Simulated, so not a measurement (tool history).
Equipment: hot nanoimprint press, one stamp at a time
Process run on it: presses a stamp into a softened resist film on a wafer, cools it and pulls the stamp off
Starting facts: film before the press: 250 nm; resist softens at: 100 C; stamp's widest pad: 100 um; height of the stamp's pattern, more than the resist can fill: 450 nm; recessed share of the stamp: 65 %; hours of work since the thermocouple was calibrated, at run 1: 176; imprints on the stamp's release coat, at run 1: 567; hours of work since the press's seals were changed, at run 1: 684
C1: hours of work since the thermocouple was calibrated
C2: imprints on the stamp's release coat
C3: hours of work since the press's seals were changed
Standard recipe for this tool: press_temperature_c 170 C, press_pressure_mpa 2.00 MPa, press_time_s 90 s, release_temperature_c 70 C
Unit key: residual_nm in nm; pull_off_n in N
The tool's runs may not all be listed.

run 1 hour=0.0 | press_temperature_c=170 press_pressure_mpa=2.00 press_time_s=90 release_temperature_c=70 | C1=176 C2=567 C3=684 | residual_nm=94.2 pull_off_n=131
run 2 hour=35.2 | press_temperature_c=170 press_pressure_mpa=2.00 press_time_s=90 release_temperature_c=70 | C1=197 C2=649 C3=705 | residual_nm=92.4 pull_off_n=133
run 3 hour=53.1 | press_temperature_c=170 press_pressure_mpa=2.00 press_time_s=163 release_temperature_c=70 | C1=208 C2=691 C3=716 | residual_nm=74.8 pull_off_n=132
run 4 hour=78.3 | press_temperature_c=170 press_pressure_mpa=2.00 press_time_s=90 release_temperature_c=70 | C1=223 C2=749 C3=731 | residual_nm=94.4 pull_off_n=137
run 5 hour=95.7 | press_temperature_c=170 press_pressure_mpa=2.00 press_time_s=90 release_temperature_c=70 | C1=233 C2=790 C3=741 | residual_nm=95.1 pull_off_n=134
run 6 hour=129.3 | press_temperature_c=170 press_pressure_mpa=2.00 press_time_s=90 release_temperature_c=70 | C1=253 C2=868 C3=761 | residual_nm=94.1 pull_off_n=140
run 7 hour=165.5 | press_temperature_c=170 press_pressure_mpa=2.00 press_time_s=90 release_temperature_c=70 | C1=275 C2=952 C3=783 | residual_nm=94.7 pull_off_n=138
run 8 hour=192.8 | press_temperature_c=170 press_pressure_mpa=2.00 press_time_s=90 release_temperature_c=70 | C1=291 C2=1015 C3=799 | residual_nm=95.1 pull_off_n=140
run 9 hour=219.7 | press_temperature_c=182 press_pressure_mpa=3.07 press_time_s=62 release_temperature_c=61 | C1=307 C2=1078 C3=815 | residual_nm=49.9 pull_off_n=180
run 10 hour=240.2 | press_temperature_c=179 press_pressure_mpa=1.56 press_time_s=62 release_temperature_c=61 | C1=319 C2=1125 C3=827 | residual_nm=80.7 pull_off_n=178
run 11 hour=255.4 | press_temperature_c=174 press_pressure_mpa=1.56 press_time_s=62 release_temperature_c=61 | C1=328 C2=1161 C3=836 | residual_nm=102.0 pull_off_n=180
run 12 hour=286.4 | press_temperature_c=170 press_pressure_mpa=2.00 press_time_s=76 release_temperature_c=74 | C1=347 C2=1233 C3=855 | residual_nm=102.6 pull_off_n=129
-- hour=320.4 press's hydraulic seals changed and the load cell set to zero
run 13 hour=323.2 | press_temperature_c=167 press_pressure_mpa=2.92 press_time_s=78 release_temperature_c=65 | C1=364 C2=1300 C3=2 | residual_nm=92.9 pull_off_n=163
run 14 hour=347.8 | press_temperature_c=167 press_pressure_mpa=2.92 press_time_s=78 release_temperature_c=65 | C1=379 C2=1357 C3=16 | residual_nm=95.0 pull_off_n=160

Branching from run 14: 5 alternative next runs. What would each branch give?
run A hour=365.2 | press_temperature_c=161 press_pressure_mpa=2.92 press_time_s=162 release_temperature_c=56 | C1=389 C2=1397 C3=27 | residual_nm=? pull_off_n=?
run B hour=365.2 | press_temperature_c=167 press_pressure_mpa=1.87 press_time_s=176 release_temperature_c=65 | C1=389 C2=1397 C3=27 | residual_nm=? pull_off_n=?
run C hour=365.2 | press_temperature_c=167 press_pressure_mpa=2.92 press_time_s=78 release_temperature_c=63 | C1=389 C2=1397 C3=27 | residual_nm=? pull_off_n=?
run D hour=365.2 | press_temperature_c=167 press_pressure_mpa=2.92 press_time_s=78 release_temperature_c=62 | C1=389 C2=1397 C3=27 | residual_nm=? pull_off_n=?
run E hour=365.2 | press_temperature_c=167 press_pressure_mpa=2.90 press_time_s=161 release_temperature_c=65 | C1=389 C2=1397 C3=27 | residual_nm=? pull_off_n=?

run=A residual_nm=99.3 pull_off_n=193
run=B residual_nm=87.1 pull_off_n=166
run=C residual_nm=94.6 pull_off_n=172
run=D residual_nm=94.3 pull_off_n=177
run=E residual_nm=70.8 pull_off_n=173
Take away the tool's hidden state, keep each run's random variation, and the runs would have read:
run=A residual_nm=92.8 pull_off_n=158
run=B residual_nm=81.7 pull_off_n=135
run=C residual_nm=88.9 pull_off_n=140
run=D residual_nm=88.6 pull_off_n=144
run=E residual_nm=66.2 pull_off_n=141
